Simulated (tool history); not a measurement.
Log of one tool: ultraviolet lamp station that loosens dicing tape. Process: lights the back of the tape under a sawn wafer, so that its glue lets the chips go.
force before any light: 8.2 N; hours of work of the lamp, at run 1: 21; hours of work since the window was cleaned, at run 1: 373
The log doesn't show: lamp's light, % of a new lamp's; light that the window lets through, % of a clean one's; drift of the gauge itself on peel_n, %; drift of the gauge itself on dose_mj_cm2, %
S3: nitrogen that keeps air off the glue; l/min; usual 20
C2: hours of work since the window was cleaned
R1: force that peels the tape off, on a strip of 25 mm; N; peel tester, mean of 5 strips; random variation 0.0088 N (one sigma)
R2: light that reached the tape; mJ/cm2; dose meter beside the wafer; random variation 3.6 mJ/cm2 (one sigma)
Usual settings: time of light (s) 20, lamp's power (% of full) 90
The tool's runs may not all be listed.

{"run": 1, "hour": 0.0, "time of light (s)": 20, "lamp's power (% of full)": 90, "S3": 20, "hours of work of the lamp": 21, "C2": 373, "R1": 0.384, "R2": 605}
{"run": 2, "hour": 12.3, "time of light (s)": 20, "lamp's power (% of full)": 90, "S3": 20, "hours of work of the lamp": 30, "C2": 381, "R1": 0.35, "R2": 610}
{"run": 3, "hour": 19.8, "time of light (s)": 20, "lamp's power (% of full)": 90, "S3": 20, "hours of work of the lamp": 35, "C2": 386, "R1": 0.367, "R2": 604}
{"run": 4, "hour": 29.8, "time of light (s)": 20, "lamp's power (% of full)": 90, "S3": 20, "hours of work of the lamp": 42, "C2": 393, "R1": 0.352, "R2": 604}
{"run": 5, "hour": 44.1, "time of light (s)": 15, "lamp's power (% of full)": 90, "S3": 20, "hours of work of the lamp": 51, "C2": 403, "R1": 0.593, "R2": 456}
{"run": 6, "hour": 62.6, "time of light (s)": 14, "lamp's power (% of full)": 82, "S3": 17, "hours of work of the lamp": 64, "C2": 415, "R1": 0.827, "R2": 390}
{"run": 7, "hour": 77.3, "time of light (s)": 12, "lamp's power (% of full)": 82, "S3": 21, "hours of work of the lamp": 74, "C2": 425, "R1": 1.05, "R2": 332}
{"run": 8, "hour": 85.9, "time of light (s)": 23, "lamp's power (% of full)": 78, "S3": 6, "hours of work of the lamp": 79, "C2": 431, "R1": 0.721, "R2": 609}
{"run": 9, "hour": 99.4, "time of light (s)": 36, "lamp's power (% of full)": 90, "S3": 23, "hours of work of the lamp": 88, "C2": 440, "R1": 0.231, "R2": 1100}
{"run": 10, "hour": 110.7, "time of light (s)": 36, "lamp's power (% of full)": 90, "S3": 23, "hours of work of the lamp": 96, "C2": 448, "R1": 0.236, "R2": 1107}

Measured less the same run without the tool's hidden state. The same run-to-run variation is in both; the gauge's scatter may not be:
run=1 R2=+0
run=2 R2=+0
run=3 R2=+2
run=4 R2=+2
run=5 R2=+2
run=6 R2=+2
run=7 R2=+2
run=8 R2=+5
run=9 R2=+11
run=10 R2=+13
R1: within 0.001 N of the measured result in every run.
